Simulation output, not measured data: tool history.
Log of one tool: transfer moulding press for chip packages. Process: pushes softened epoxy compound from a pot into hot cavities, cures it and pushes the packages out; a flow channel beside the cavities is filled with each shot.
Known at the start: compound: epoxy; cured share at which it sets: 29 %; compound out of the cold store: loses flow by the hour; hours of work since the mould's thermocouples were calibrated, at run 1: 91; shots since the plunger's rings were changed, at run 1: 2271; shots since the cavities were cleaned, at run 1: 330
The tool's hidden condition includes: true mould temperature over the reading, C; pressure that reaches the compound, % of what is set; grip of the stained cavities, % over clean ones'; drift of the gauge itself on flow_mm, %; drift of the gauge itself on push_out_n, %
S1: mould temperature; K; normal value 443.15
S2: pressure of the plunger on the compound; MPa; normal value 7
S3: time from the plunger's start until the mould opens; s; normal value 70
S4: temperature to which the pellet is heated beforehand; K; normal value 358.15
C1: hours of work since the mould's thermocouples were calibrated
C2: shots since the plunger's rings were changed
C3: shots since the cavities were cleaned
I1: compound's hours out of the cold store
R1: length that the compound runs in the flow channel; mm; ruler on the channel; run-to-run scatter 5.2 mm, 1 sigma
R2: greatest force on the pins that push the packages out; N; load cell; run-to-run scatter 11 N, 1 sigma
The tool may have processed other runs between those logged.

run,hour,S1,S2,S3,S4,C1,C2,C3,I1,R1,R2
1,0,443.15,7,70,358.15,91,2271,330,15.5,855,897
# hour 47.5: cavities cleaned with cleaning compound and waxed
2,61.7,443.15,7,70,358.15,126,3156,209,23.3,797,1393
# hour 117: cavities cleaned with cleaning compound and waxed
3,117,443.15,7,70,358.15,158,3947,0,39.9,729,525
# hour 158.3: plunger's sealing rings changed
4,160.5,443.15,7,70,358.15,182,34,604,8.9,892,1005
# hour 190.4: cavities cleaned with cleaning compound and waxed
# hour 197.6: cavities cleaned with cleaning compound and waxed, once more
5,219.6,443.15,7,70,358.15,215,858,323,13.9,868,861
# hour 266.7: cavities cleaned with cleaning compound and waxed
6,286.3,443.15,7,70,358.15,254,1816,288,39.5,746,805
7,316,443.15,7,70,358.15,271,2254,726,46.6,714,970
# hour 336: cavities cleaned with cleaning compound and waxed
8,359.1,445.15,7,70,358.15,296,2865,340,29.9,767,790
9,390.1,445.15,7,70,356.15,314,3321,796,13.7,837,1009
# hour 404.6: cavities cleaned with cleaning compound and waxed
10,451.2,443.15,7,70,358.15,349,4197,685,40,719,1023
# hour 477: plunger's sealing rings changed
# hour 478.5: cavities cleaned with cleaning compound and waxed
# hour 485.6: mould's thermocouples calibrated
11,521.5,443.15,7,70,358.15,21,602,602,13.5,868,1044
# hour 549.2: cavities cleaned with cleaning compound and waxed
12,558.6,443.15,7,70,358.15,42,1127,140,9.3,885,744
13,611.4,443.15,7,70,358.15,73,1903,916,9.5,890,1181
# hour 619.3: cavities cleaned with cleaning compound and waxed
14,672.5,443.15,7,70,358.15,108,2778,782,25.5,802,1017
# hour 689.3: cavities cleaned with cleaning compound and waxed
15,733.7,443.15,7,101,359.15,143,3657,653,39.1,723,817
# hour 762: cavities cleaned with cleaning compound and waxed
16,769.8,443.15,7,101,359.15,164,4166,115,15,836,507
# hour 797.2: plunger's sealing rings changed
# hour 832.2: cavities cleaned with cleaning compound and waxed
17,832.2,443.15,5.44,61,361.15,198,493,0,42.7,643,662
18,872.1,443.15,5.44,61,361.15,222,1080,587,11.1,769,1329
# hour 900.9: cavities cleaned with cleaning compound and waxed
19,940.9,438.15,6.31,61,361.15,261,2070,589,23,789,1796
# hour 970.9: cavities cleaned with cleaning compound and waxed
20,980.8,438.15,6.31,57,361.15,284,2633,145,20.8,786,1533

What does the tool deliver on the next run?
21,1035.8,438.15,5.64,75,351.15,316,3442,954,41.9,?,?

{"run 21": {"R1": 653, "R2": 1293}}
Minus the tool's unlogged condition, the same run would have read R1 678 mm, R2 593 N.
